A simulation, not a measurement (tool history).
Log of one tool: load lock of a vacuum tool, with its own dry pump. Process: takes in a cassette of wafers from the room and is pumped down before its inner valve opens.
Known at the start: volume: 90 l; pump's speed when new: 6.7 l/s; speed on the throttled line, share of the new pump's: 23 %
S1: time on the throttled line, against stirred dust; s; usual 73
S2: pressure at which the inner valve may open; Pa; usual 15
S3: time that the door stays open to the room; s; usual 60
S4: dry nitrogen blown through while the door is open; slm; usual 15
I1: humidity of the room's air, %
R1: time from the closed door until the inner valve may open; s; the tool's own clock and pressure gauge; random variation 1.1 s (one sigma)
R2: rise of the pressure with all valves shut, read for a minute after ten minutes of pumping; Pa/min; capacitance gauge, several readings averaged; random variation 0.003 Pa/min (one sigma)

{"run": 1, "hour": 0.0, "S1": 73, "S2": 15, "S3": 60, "S4": 15, "I1": 45.6, "R1": 181.8, "R2": 0.037}
{"run": 2, "hour": 211.2, "S1": 73, "S2": 15, "S3": 60, "S4": 15, "I1": 41.1, "R1": 185.6, "R2": 0.037}
{"run": 3, "hour": 321.1, "S1": 73, "S2": 15, "S3": 60, "S4": 15, "I1": 42.5, "R1": 183.9, "R2": 0.033}
{"run": 4, "hour": 482.5, "S1": 73, "S2": 15, "S3": 205, "S4": 15, "I1": 46.4, "R1": 183.1, "R2": 0.05}
{"run": 5, "hour": 595.3, "S1": 73, "S2": 15, "S3": 205, "S4": 15, "I1": 46.2, "R1": 183.0, "R2": 0.051}
{"run": 6, "hour": 754.6, "S1": 73, "S2": 15, "S3": 60, "S4": 15, "I1": 45.2, "R1": 182.3, "R2": 0.04}
{"run": 7, "hour": 856.5, "S1": 73, "S2": 15, "S3": 60, "S4": 15, "I1": 45.8, "R1": 182.8, "R2": 0.048}
{"run": 8, "hour": 1031.4, "S1": 73, "S2": 15, "S3": 60, "S4": 15, "I1": 42.4, "R1": 184.2, "R2": 0.044}
{"run": 9, "hour": 1214.9, "S1": 73, "S2": 14, "S3": 60, "S4": 15, "I1": 44.5, "R1": 185.3, "R2": 0.044}
{"run": 10, "hour": 1354.2, "S1": 73, "S2": 26, "S3": 60, "S4": 15, "I1": 45.8, "R1": 178.6, "R2": 0.045}
{"run": 11, "hour": 1496.3, "S1": 65, "S2": 15, "S3": 60, "S4": 15, "I1": 42.8, "R1": 179.6, "R2": 0.046}
{"run": 12, "hour": 1674.0, "S1": 57, "S2": 15, "S3": 60, "S4": 15, "I1": 45.0, "R1": 173.0, "R2": 0.046}
{"run": 13, "hour": 1824.9, "S1": 57, "S2": 15, "S3": 60, "S4": 15, "I1": 44.0, "R1": 174.8, "R2": 0.049}
{"run": 14, "hour": 1955.7, "S1": 57, "S2": 15, "S3": 204, "S4": 15, "I1": 45.2, "R1": 174.5, "R2": 0.06}
{"run": 15, "hour": 2156.0, "S1": 57, "S2": 15, "S3": 204, "S4": 15, "I1": 44.9, "R1": 173.1, "R2": 0.062}
{"run": 16, "hour": 2275.9, "S1": 57, "S2": 15, "S3": 204, "S4": 15, "I1": 48.4, "R1": 173.4, "R2": 0.071}
{"run": 17, "hour": 2397.3, "S1": 73, "S2": 22, "S3": 60, "S4": 15, "I1": 45.3, "R1": 182.4, "R2": 0.051}
{"run": 18, "hour": 2529.6, "S1": 73, "S2": 15, "S3": 71, "S4": 15, "I1": 42.8, "R1": 186.4, "R2": 0.059}
{"run": 19, "hour": 2639.5, "S1": 73, "S2": 15, "S3": 60, "S4": 15, "I1": 42.9, "R1": 188.8, "R2": 0.057}
{"run": 20, "hour": 2803.7, "S1": 92, "S2": 19, "S3": 63, "S4": 8, "I1": 43.4, "R1": 201.1, "R2": 0.069}
{"run": 21, "hour": 3007.8, "S1": 128, "S2": 15, "S3": 185, "S4": 15, "I1": 45.4, "R1": 229.3, "R2": 0.072}
{"run": 22, "hour": 3139.9, "S1": 82, "S2": 10, "S3": 118, "S4": 40, "I1": 42.9, "R1": 202.8, "R2": 0.058}
{"run": 23, "hour": 3289.6, "S1": 82, "S2": 10, "S3": 118, "S4": 40, "I1": 47.3, "R1": 200.9, "R2": 0.062}
{"run": 24, "hour": 3445.5, "S1": 73, "S2": 13, "S3": 41, "S4": 6, "I1": 45.4, "R1": 190.6, "R2": 0.076}
{"run": 25, "hour": 3587.6, "S1": 73, "S2": 26, "S3": 60, "S4": 15, "I1": 44.0, "R1": 180.3, "R2": 0.075}
{"run": 26, "hour": 3686.1, "S1": 66, "S2": 28, "S3": 60, "S4": 15, "I1": 46.3, "R1": 173.8, "R2": 0.077}
{"run": 27, "hour": 3879.7, "S1": 66, "S2": 28, "S3": 60, "S4": 15, "I1": 48.2, "R1": 175.6, "R2": 0.073}
{"run": 28, "hour": 4085.2, "S1": 73, "S2": 15, "S3": 60, "S4": 45, "I1": 44.6, "R1": 189.8, "R2": 0.061}
{"run": 29, "hour": 4196.3, "S1": 37, "S2": 20, "S3": 60, "S4": 45, "I1": 45.9, "R1": 157.3, "R2": 0.069}

Run 30 comes next. What will it give?
{"run": 30, "hour": 4341.3, "S1": 90, "S2": 20, "S3": 175, "S4": 45, "I1": 42.5, "R1": "?", "R2": "?"}

{"run 30": {"R1": 199.1, "R2": 0.069}}
Without the tool's hidden state the same run would have given R1 186.1 s, R2 0.015 Pa/min.
